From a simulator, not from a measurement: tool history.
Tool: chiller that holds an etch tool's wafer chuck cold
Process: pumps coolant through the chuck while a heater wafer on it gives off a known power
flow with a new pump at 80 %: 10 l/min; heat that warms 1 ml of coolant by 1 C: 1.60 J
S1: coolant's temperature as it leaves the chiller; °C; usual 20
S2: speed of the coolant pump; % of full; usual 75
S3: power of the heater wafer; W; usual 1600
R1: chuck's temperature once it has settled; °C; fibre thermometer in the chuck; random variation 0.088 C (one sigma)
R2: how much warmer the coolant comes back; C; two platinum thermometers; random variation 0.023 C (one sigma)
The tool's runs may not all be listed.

| run | hour | S1 | S2 | S3 | R1 | R2 |
|---|---|---|---|---|---|---|
| 1 | 0 | 20 | 75 | 1600 | 32.75 | 6.64 |
| 2 | 143.6 | 20 | 75 | 1600 | 32.59 | 6.64 |
| 3 | 248.9 | 20 | 75 | 1600 | 32.82 | 6.7 |
| 4 | 356.8 | 20 | 75 | 1600 | 32.74 | 6.64 |
| 5 | 505.2 | 20 | 77 | 1600 | 32.6 | 6.55 |
|  | 519.5 | chiller's thermometer calibrated |
| 6 | 608.6 | 22 | 91 | 812 | 27.83 | 2.81 |
| 7 | 746.5 | 22 | 91 | 812 | 27.91 | 2.8 |
| 8 | 889.5 | 22 | 91 | 812 | 27.76 | 2.8 |
| 9 | 1009.5 | 17 | 67 | 1525 | 30.96 | 7.23 |
| 10 | 1091 | 20 | 100 | 1466 | 29.7 | 4.6 |

Forecast each of these 5 alternatives for the next run:
| A | 1234.8 | 24 | 70 | 1786 | ? | ? |
| B | 1234.8 | 24 | 79 | 1238 | ? | ? |
| C | 1234.8 | 16 | 75 | 1600 | ? | ? |
| D | 1234.8 | 20 | 77 | 1576 | ? | ? |
| E | 1234.8 | 17 | 62 | 1600 | ? | ? |

| run | R1 | R2 |
|---|---|---|
| A | 39.8 | 8.08 |
| B | 33.88 | 4.98 |
| C | 29.4 | 6.77 |
| D | 33.03 | 6.46 |
| E | 32.67 | 8.19 |
Without the tool's hidden state the same runs would have given:
| run | R1 | R2 |
|---|---|---|
| A | 38.86 | 7.67 |
| B | 33.31 | 4.73 |
| C | 28.61 | 6.42 |
| D | 32.28 | 6.13 |
| E | 31.75 | 7.77 |
